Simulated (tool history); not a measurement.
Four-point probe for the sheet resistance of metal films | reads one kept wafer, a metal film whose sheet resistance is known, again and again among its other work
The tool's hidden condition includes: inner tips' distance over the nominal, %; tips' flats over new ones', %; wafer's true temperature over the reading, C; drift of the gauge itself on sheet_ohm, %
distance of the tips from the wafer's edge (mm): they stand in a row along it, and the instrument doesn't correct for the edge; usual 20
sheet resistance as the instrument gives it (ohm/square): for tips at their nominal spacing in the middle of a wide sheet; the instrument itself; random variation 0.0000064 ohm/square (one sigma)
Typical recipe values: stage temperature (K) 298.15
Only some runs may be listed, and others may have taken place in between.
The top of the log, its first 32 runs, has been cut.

| run | hour | stage temperature (K) | distance of the tips from the wafer's edge (mm) | touches since the probe head was changed | hours of work since the stage's thermometer was calibrated | sheet resistance as the instrument gives it (ohm/square) |
|---|---|---|---|---|---|---|
| 33 | 3174.1 | 298.15 | 4 | 136862 | 75 | 0.032102 |
| 34 | 3239.4 | 298.15 | 4 | 137971 | 111 | 0.032098 |
| 35 | 3321.9 | 300.15 | 4 | 139374 | 156 | 0.032079 |
| 36 | 3403.2 | 300.15 | 4 | 140755 | 201 | 0.032074 |
| 37 | 3506.5 | 305.15 | 21 | 142511 | 257 | 0.031636 |
| 38 | 3589.3 | 305.15 | 21 | 143918 | 302 | 0.031644 |
| 39 | 3701.6 | 298.15 | 3 | 145827 | 364 | 0.032411 |
| 40 | 3778.4 | 296.15 | 70 | 147134 | 406 | 0.031672 |
| 41 | 3880.1 | 303.15 | 19 | 148862 | 461 | 0.031635 |

Consider 3 possible next runs. They are alternatives, not a sequence: every one starts from the tool as it was left by run 41. What does each give?
| A | 3935.6 | 305.15 | 16 | 149804 | 491 | ? |
| B | 3935.6 | 299.15 | 21 | 149804 | 491 | ? |
| C | 3935.6 | 303.15 | 3 | 149804 | 491 | ? |

| run | sheet resistance as the instrument gives it (ohm/square) |
|---|---|
| A | 0.031642 |
| B | 0.031672 |
| C | 0.032367 |
Had the tool no hidden state, the same runs would have come out as:
| run | sheet resistance as the instrument gives it (ohm/square) |
|---|---|
| A | 0.031874 |
| B | 0.031905 |
| C | 0.032604 |

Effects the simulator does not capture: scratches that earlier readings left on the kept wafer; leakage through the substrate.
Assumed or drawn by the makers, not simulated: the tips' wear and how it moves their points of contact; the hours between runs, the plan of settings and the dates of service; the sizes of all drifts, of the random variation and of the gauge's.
